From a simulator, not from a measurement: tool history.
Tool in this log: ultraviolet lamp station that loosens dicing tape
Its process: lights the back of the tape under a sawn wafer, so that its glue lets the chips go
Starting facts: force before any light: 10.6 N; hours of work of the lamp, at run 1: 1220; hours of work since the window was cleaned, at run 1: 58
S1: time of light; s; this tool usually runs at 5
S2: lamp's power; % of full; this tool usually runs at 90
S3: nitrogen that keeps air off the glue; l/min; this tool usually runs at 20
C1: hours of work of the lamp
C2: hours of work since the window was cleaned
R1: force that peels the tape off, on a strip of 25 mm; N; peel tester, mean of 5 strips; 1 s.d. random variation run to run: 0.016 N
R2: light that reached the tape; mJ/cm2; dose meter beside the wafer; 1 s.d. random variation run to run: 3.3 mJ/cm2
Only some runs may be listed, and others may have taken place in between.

| run | hour | S1 | S2 | S3 | C1 | C2 | R1 | R2 |
|---|---|---|---|---|---|---|---|---|
| 1 | 0 | 5 | 90 | 20 | 1220 | 58 | 1.201 | 420 |
| 2 | 44.7 | 5 | 90 | 20 | 1240 | 78 | 1.215 | 418 |
| 3 | 89.1 | 6 | 90 | 20 | 1260 | 98 | 0.84 | 495 |
| 4 | 150.7 | 6 | 90 | 20 | 1288 | 126 | 0.897 | 492 |
| 5 | 234.8 | 6 | 90 | 20 | 1325 | 163 | 0.916 | 480 |
| 6 | 270.2 | 5 | 90 | 20 | 1341 | 179 | 1.35 | 396 |
| 7 | 312.9 | 5 | 90 | 20 | 1360 | 198 | 1.316 | 401 |
| 8 | 374.7 | 5 | 90 | 20 | 1388 | 226 | 1.366 | 395 |
| 9 | 414.2 | 5 | 90 | 20 | 1405 | 243 | 1.413 | 388 |
| 10 | 481.2 | 5 | 90 | 20 | 1435 | 273 | 1.442 | 379 |
| 11 | 545.8 | 2 | 90 | 20 | 1464 | 302 | 4.645 | 150 |
|  | 554.2 | window cleaned of glue's vapour |
| 12 | 593.6 | 2 | 90 | 20 | 1485 | 18 | 4.439 | 160 |
| 13 | 648 | 2 | 90 | 20 | 1510 | 42 | 4.399 | 163 |
| 14 | 728.8 | 5 | 90 | 20 | 1546 | 78 | 1.322 | 398 |
| 15 | 774.4 | 5 | 90 | 20 | 1566 | 98 | 1.391 | 398 |
| 16 | 833.3 | 5 | 90 | 20 | 1592 | 125 | 1.414 | 388 |
| 17 | 892.3 | 5 | 90 | 20 | 1619 | 151 | 1.417 | 384 |
|  | 952.4 | lamp changed |
| 18 | 958.3 | 5 | 90 | 20 | 3 | 180 | 0.948 | 473 |
| 19 | 1022.3 | 5 | 90 | 20 | 31 | 209 | 0.959 | 472 |
| 20 | 1072.9 | 5 | 90 | 20 | 54 | 231 | 0.959 | 470 |
| 21 | 1132.7 | 5 | 90 | 20 | 81 | 258 | 1.031 | 456 |
| 22 | 1200.9 | 5 | 90 | 20 | 111 | 288 | 1.026 | 452 |
|  | 1239 | window cleaned of glue's vapour |
| 23 | 1253.6 | 4 | 90 | 10 | 134 | 7 | 2.242 | 393 |
| 24 | 1314.9 | 4 | 90 | 20 | 162 | 34 | 1.373 | 390 |
| 25 | 1354.3 | 5 | 90 | 8 | 179 | 52 | 1.916 | 484 |
| 26 | 1418.4 | 5 | 90 | 11 | 208 | 80 | 1.575 | 481 |
| 27 | 1488.4 | 4 | 64 | 16 | 239 | 111 | 2.915 | 270 |
| 28 | 1549.2 | 2 | 80 | 7 | 266 | 139 | 6.254 | 167 |
| 29 | 1630.9 | 7 | 95 | 27 | 303 | 175 | 0.331 | 672 |
| 30 | 1695.4 | 5 | 90 | 7 | 332 | 204 | 2.255 | 455 |
| 31 | 1753.9 | 3 | 76 | 7 | 358 | 230 | 4.815 | 227 |
| 32 | 1834.9 | 3 | 76 | 7 | 394 | 266 | 5.103 | 224 |
| 33 | 1912.4 | 3 | 76 | 7 | 429 | 301 | 5.154 | 222 |
|  | 1920.9 | window cleaned of glue's vapour |
| 34 | 1960.6 | 3 | 76 | 7 | 450 | 18 | 4.763 | 239 |
| 35 | 2034.2 | 8 | 83 | 8 | 483 | 51 | 1.044 | 673 |
| 36 | 2087.9 | 8 | 83 | 8 | 507 | 75 | 1.015 | 673 |
| 37 | 2131.3 | 9 | 64 | 8 | 526 | 94 | 1.352 | 577 |
| 38 | 2186.9 | 4 | 90 | 7 | 551 | 119 | 3.155 | 354 |
| 39 | 2240.5 | 9 | 90 | 13 | 575 | 143 | 0.448 | 796 |
| 40 | 2288.2 | 4 | 67 | 20 | 596 | 164 | 2.638 | 265 |
| 41 | 2353.5 | 4 | 67 | 20 | 625 | 193 | 2.686 | 252 |
| 42 | 2433.6 | 4 | 77 | 16 | 661 | 229 | 2.542 | 291 |
| 43 | 2468.6 | 3 | 83 | 20 | 677 | 245 | 2.987 | 236 |
| 44 | 2506.1 | 3 | 83 | 20 | 694 | 261 | 3.176 | 234 |

Here are 3 independent what-if runs from the current tool condition. What would each one return?
| A | 2560.2 | 5 | 94 | 7 | 718 | 286 | ? | ? |
| B | 2560.2 | 3 | 83 | 20 | 718 | 286 | ? | ? |
| C | 2560.2 | 3 | 83 | 27 | 718 | 286 | ? | ? |

| run | R1 | R2 |
|---|---|---|
| A | 2.329 | 437 |
| B | 3.051 | 227 |
| C | 2.549 | 229 |
Without the tool's hidden state the same runs would have given:
| run | R1 | R2 |
|---|---|---|
| A | 1.673 | 541 |
| B | 2.302 | 282 |
| C | 1.861 | 283 |

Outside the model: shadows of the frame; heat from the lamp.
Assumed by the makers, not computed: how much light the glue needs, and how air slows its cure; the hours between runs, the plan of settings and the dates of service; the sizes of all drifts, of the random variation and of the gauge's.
